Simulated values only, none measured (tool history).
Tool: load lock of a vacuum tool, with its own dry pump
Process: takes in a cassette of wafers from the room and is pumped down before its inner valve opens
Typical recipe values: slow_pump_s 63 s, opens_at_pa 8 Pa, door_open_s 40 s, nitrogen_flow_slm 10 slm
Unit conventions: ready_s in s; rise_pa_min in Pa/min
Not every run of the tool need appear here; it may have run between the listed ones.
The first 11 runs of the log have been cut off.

run,day,slow_pump_s,opens_at_pa,door_open_s,nitrogen_flow_slm,"incoming humidity of the room's air, %",ready_s,rise_pa_min
12,149.233,63,8,40,22,48.1,84.9,0.020
13,156.854,63,8,40,22,45.8,84.8,0.023
14,170.917,63,8,40,22,44.7,85.2,0.015
15,186.746,63,8,40,10,46.7,85.5,0.031
16,197.983,67,8,40,10,42.6,88.4,0.030
17,205.608,67,8,40,10,42.2,88.4,0.025
18,215.688,85,8,40,10,46.8,104.7,0.026
19,230.500,63,8,50,38,44.8,84.9,0.013
20,245.512,63,8,82,38,43.7,85.3,0.019
21,257.438,85,8,125,9,44.1,104.4,0.044
22,270.400,85,8,125,5,47.1,105.3,0.056
23,288.267,63,11,200,10,44.0,84.1,0.046
24,307.167,77,8,40,29,46.5,96.9,0.015
25,317.521,63,8,67,25,46.5,85.0,0.013
26,330.225,63,12,67,12,42.5,83.4,0.028

Expected results for the next run?
27,344.467,60,8,105,10,48.4,?,?

ready_s: 82.1 s
rise_pa_min: 0.038 Pa/min
Minus the tool's unlogged condition, the same run would have read ready_s 82.1 s, rise_pa_min 0.037 Pa/min.
